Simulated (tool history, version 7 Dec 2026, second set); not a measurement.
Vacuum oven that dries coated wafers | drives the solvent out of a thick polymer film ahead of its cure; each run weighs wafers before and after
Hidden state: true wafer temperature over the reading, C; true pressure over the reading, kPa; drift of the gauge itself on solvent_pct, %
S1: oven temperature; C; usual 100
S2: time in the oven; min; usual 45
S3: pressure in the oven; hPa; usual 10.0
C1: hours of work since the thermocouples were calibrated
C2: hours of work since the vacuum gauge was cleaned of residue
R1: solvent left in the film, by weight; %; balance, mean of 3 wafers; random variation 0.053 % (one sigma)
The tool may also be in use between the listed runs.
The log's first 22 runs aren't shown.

| run | hour | S1 | S2 | S3 | C1 | C2 | R1 |
|---|---|---|---|---|---|---|---|
| 23 | 491.0 | 95 | 49 | 24.5 | 139 | 817 | 4.67 |
| 24 | 517.9 | 91 | 49 | 19.3 | 156 | 834 | 5.18 |
| 25 | 542.2 | 111 | 28 | 15.4 | 171 | 849 | 1.69 |
| 26 | 574.4 | 103 | 53 | 10.2 | 191 | 869 | 1.50 |
| 27 | 605.9 | 114 | 57 | 20.5 | 211 | 889 | 1.60 |
| 28 | 637.1 | 114 | 57 | 20.5 | 230 | 909 | 1.73 |
| 29 | 653.7 | 112 | 45 | 10.0 | 241 | 919 | 0.99 |
| 30 | 678.5 | 112 | 45 | 10.0 | 256 | 934 | 1.00 |
| 31 | 706.3 | 106 | 45 | 10.0 | 274 | 952 | 1.37 |
| 32 | 735.1 | 106 | 45 | 10.0 | 292 | 970 | 1.40 |
| 33 | 764.8 | 100 | 23 | 11.9 | 310 | 988 | 4.42 |
| 34 | 784.2 | 92 | 48 | 5.2 | 322 | 1000 | 3.28 |
| 35 | 799.7 | 92 | 67 | 12.6 | 332 | 1010 | 3.21 |
| 36 | 814.4 | 92 | 67 | 12.6 | 341 | 1019 | 3.31 |
| 37 | 833.0 | 92 | 67 | 12.6 | 353 | 1031 | 3.22 |
| 38 | 850.4 | 100 | 45 | 6.4 | 364 | 1042 | 1.75 |
| 39 | 872.7 | 107 | 75 | 7.2 | 377 | 1056 | 1.00 |
| 40 | 898.6 | 107 | 75 | 7.2 | 394 | 1072 | 0.97 |
| 41 | 919.7 | 92 | 24 | 33.1 | 407 | 1085 | 9.52 |
| 42 | 943.9 | 92 | 24 | 33.1 | 422 | 1100 | 9.45 |
| 43 | 960.5 | 92 | 42 | 33.1 | 432 | 1111 | 7.47 |

Forecast each of these 5 alternatives for the next run:
| A | 984.8 | 92 | 42 | 31.3 | 447 | 1126 | ? |
| B | 984.8 | 112 | 41 | 38.9 | 447 | 1126 | ? |
| C | 984.8 | 94 | 42 | 8.0 | 447 | 1126 | ? |
| D | 984.8 | 92 | 45 | 10.0 | 447 | 1126 | ? |
| E | 984.8 | 92 | 52 | 12.3 | 447 | 1126 | ? |

| run | R1 |
|---|---|
| A | 7.30 |
| B | 3.42 |
| C | 3.55 |
| D | 4.23 |
| E | 3.94 |
Without the tool's hidden state the same runs would have given:
| run | R1 |
|---|---|
| A | 6.64 |
| B | 3.09 |
| C | 2.95 |
| D | 3.60 |
| E | 3.30 |
